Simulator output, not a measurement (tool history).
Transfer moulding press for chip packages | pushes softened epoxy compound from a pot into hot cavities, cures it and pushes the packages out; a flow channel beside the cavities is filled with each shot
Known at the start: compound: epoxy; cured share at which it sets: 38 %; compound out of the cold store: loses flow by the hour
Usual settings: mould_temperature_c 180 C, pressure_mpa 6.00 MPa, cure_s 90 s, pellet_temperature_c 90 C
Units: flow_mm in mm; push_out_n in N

run,hour,mould_temperature_c,pressure_mpa,cure_s,pellet_temperature_c,incoming compound's hours out of the cold store,flow_mm,push_out_n
1,0.0,180,6.00,90,90,18.3,819,672
2,7.7,180,6.00,90,90,26.5,772,696
3,13.9,180,6.00,90,90,25.7,766,695
4,22.5,180,6.00,90,90,42.7,701,711
5,29.2,180,6.00,90,90,16.6,791,802
# hour 39.8: cavities cleaned with cleaning compound and waxed
6,41.6,180,5.18,90,90,21.4,732,440
7,53.9,180,5.18,90,90,32.3,693,506
8,65.4,180,5.18,90,90,23.2,709,586
9,74.1,180,6.00,87,90,43.4,704,623
10,88.0,180,6.00,90,90,24.8,768,675
11,102.2,180,7.06,90,90,22.3,846,736
12,116.4,176,6.00,90,90,26.4,752,976
13,122.5,176,6.00,90,90,38.1,721,929
# hour 128.9: cavities cleaned with cleaning compound and waxed
14,131.5,176,6.00,90,90,9.2,838,595
15,143.5,186,6.93,76,90,38.1,746,510
16,156.5,172,5.77,83,84,42.6,679,1089
17,168.0,172,5.77,102,84,14.3,805,873
18,180.3,172,5.77,102,84,14.0,796,916
# hour 183.7: mould's thermocouples calibrated
19,196.2,180,6.00,90,97,19.7,777,744
20,208.4,182,6.00,124,85,28.0,729,607
# hour 219.9: cavities cleaned with cleaning compound and waxed
21,224.0,180,5.23,90,80,10.0,756,498
22,232.4,180,5.14,90,90,41.2,629,508
23,242.1,175,5.94,90,90,19.2,768,813
# hour 249.0: mould's thermocouples calibrated, once more
24,258.0,186,4.88,99,84,24.5,657,483
25,271.8,180,4.85,93,84,47.5,595,615
26,284.9,180,4.99,90,90,37.2,622,705

The next listed run, before its measurement:
27,291.5,177,5.07,112,90,15.7,?,?

flow_mm: 709 mm
push_out_n: 629 N
Without the tool's hidden state the same run would have given flow_mm 770 mm, push_out_n 352 N.
